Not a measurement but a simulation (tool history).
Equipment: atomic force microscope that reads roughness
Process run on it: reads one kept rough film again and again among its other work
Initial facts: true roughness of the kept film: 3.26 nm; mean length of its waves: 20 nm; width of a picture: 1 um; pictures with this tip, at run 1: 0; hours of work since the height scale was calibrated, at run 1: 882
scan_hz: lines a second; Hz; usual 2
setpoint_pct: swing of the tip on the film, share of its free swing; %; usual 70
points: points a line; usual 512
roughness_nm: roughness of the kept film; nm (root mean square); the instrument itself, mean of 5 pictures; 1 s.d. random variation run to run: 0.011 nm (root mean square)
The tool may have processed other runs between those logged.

run    hour  scan_hz  setpoint_pct  points  pictures with this tip  hours of work since the height scale was calibrated  roughness_nm
  1       0        2            70     512                       0                                                  882          2.63
  2    29.7        2            70     512                      48                                                  899         2.507
  3    67.4        2            70     512                     108                                                  921         2.377
  4   111.1        2            76     512                     178                                                  946          2.21
      126.3  -- new tip fitted
  5   134.4        2            76     512                      13                                                  959         2.557
  6   168.6        2            85     512                      68                                                  979         2.339
  7   202.5        2            59     512                     122                                                  999         2.414
  8   222.3        2            59     512                     154                                                 1010         2.335
  9     249        2            70     512                     196                                                 1026         2.224
      255.3  -- new tip fitted
 10     290        2            70     512                      55                                                 1049         2.497
 11   327.7     1.17            70     512                     116                                                 1071         2.421
 12   360.6     1.17            70     512                     168                                                 1090         2.313
      382.3  -- new tip fitted
 13   395.8     1.17            70     512                      22                                                 1110         2.591
 14   417.4        2            70     512                      56                                                 1122         2.461
      420.3  -- height scale calibrated on a step standard
 15   436.2        2            70     512                      85                                                    9         2.369
 16   472.7        2            70     512                     143                                                   30         2.266
        496  -- height scale calibrated on a step standard, once more
      511.5  -- new tip fitted
 17   517.8        2            70     512                      10                                                   12         2.599
 18   561.6        2            70     512                      80                                                   38         2.409
 19   587.6        2            70     512                     122                                                   53         2.347
 20   606.3        2            70     512                     152                                                   63         2.286
      638.3  -- new tip fitted
 21   648.4     2.69            70     382                      17                                                   87          2.55
 22   671.1     2.69            58     771                      53                                                  100         2.559
 23   707.6     2.69            58     771                     111                                                  121         2.462
 24   749.9     2.69            58     771                     179                                                  146         2.338
      764.5  -- new tip fitted
 25   769.5        2            62     959                       8                                                  157         2.685
 26   807.3     2.05            70     719                      68                                                  179         2.502
 27   841.7     1.68            69     339                     123                                                  198         2.357
 28   870.8     3.45            69     770                     170                                                  215         2.245
      891.9  -- new tip fitted
 29   906.8     0.74            69     318                      24                                                  236         2.642
 30   938.3     0.74            69     318                      74                                                  254         2.503
 31   964.8     2.95            69     273                     117                                                  269         2.304
 32  1000.8     1.21            61     256                     174                                                  290         2.298
     1019.5  -- new tip fitted
 33  1020.7     1.68            61     754                       2                                                  301         2.697
 34  1053.4     1.68            61     754                      55                                                  320          2.57
 35  1073.1     3.16            55     405                      86                                                  331          2.48
 36  1112.1     3.16            55     405                     149                                                  354         2.324
     1146.9  -- new tip fitted
 37  1149.4     3.16            55     405                       4                                                  375         2.616
 38    1178     3.16            55     405                      49                                                  391         2.517
 39  1201.3     3.16            55     405                      87                                                  405         2.452
 40  1239.2     1.03            82    1010                     147                                                  427         2.297

Same runs, no hidden state in the tool, same run-to-run variation:
Hidden conditions of the tool in this case: radius of the tip, nm; height scale over the true one, %; drift of the gauge itself on roughness_nm, %.
run  roughness_nm
  1          2.68
  2         2.663
  3         2.663
  4         2.619
  5         2.621
  6         2.524
  7         2.728
  8         2.699
  9         2.661
 10         2.663
 11         2.714
 12         2.705
 13         2.717
 14         2.655
 15         2.654
 16         2.668
 17         2.674
 18         2.639
 19         2.651
 20         2.648
 21         2.605
 22         2.699
 23         2.714
 24         2.715
 25          2.72
 26         2.673
 27         2.635
 28         2.609
 29         2.715
 30         2.679
 31         2.556
 32         2.671
 33         2.734
 34         2.733
 35         2.702
 36         2.674
 37         2.695
 38         2.695
 39         2.718
 40         2.673
